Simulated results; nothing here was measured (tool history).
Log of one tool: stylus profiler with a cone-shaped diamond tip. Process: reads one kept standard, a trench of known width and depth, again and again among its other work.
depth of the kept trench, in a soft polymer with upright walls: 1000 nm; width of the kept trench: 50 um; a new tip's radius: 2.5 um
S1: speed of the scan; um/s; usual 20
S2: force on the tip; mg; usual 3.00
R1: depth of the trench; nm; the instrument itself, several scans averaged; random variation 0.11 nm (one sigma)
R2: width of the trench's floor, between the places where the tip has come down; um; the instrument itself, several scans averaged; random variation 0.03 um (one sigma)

run,hour,S1,S2,R1,R2
1,0.0,20,3.00,1018.17,44.65
2,69.9,20,3.00,1018.00,44.53
3,152.9,20,3.00,1017.94,44.51
4,231.5,20,3.00,1018.11,44.51
5,288.1,20,3.00,1017.95,44.50
6,352.5,20,3.00,1017.95,44.39
7,394.2,20,3.00,1017.88,44.43
8,436.2,75,1.90,1012.63,44.21
9,487.2,75,1.90,1012.68,44.24
10,575.7,75,1.90,1012.72,44.16
11,665.9,10,8.70,1038.08,44.31
12,704.6,11,4.45,1023.48,44.31
13,777.0,11,4.45,1023.49,44.27

3 ways to go on from here, each from the tool as it stands after run 13. What would each give?
A,834.9,29,2.06,?,?
B,834.9,41,1.14,?,?
C,834.9,11,4.46,?,?

run,R1,R2
A,1013.05,44.18
B,1008.08,44.19
C,1023.45,44.19
Without the tool's hidden state the same runs would have given:
run,R1,R2
A,1015.15,45.94
B,1010.17,45.94
C,1025.57,45.95
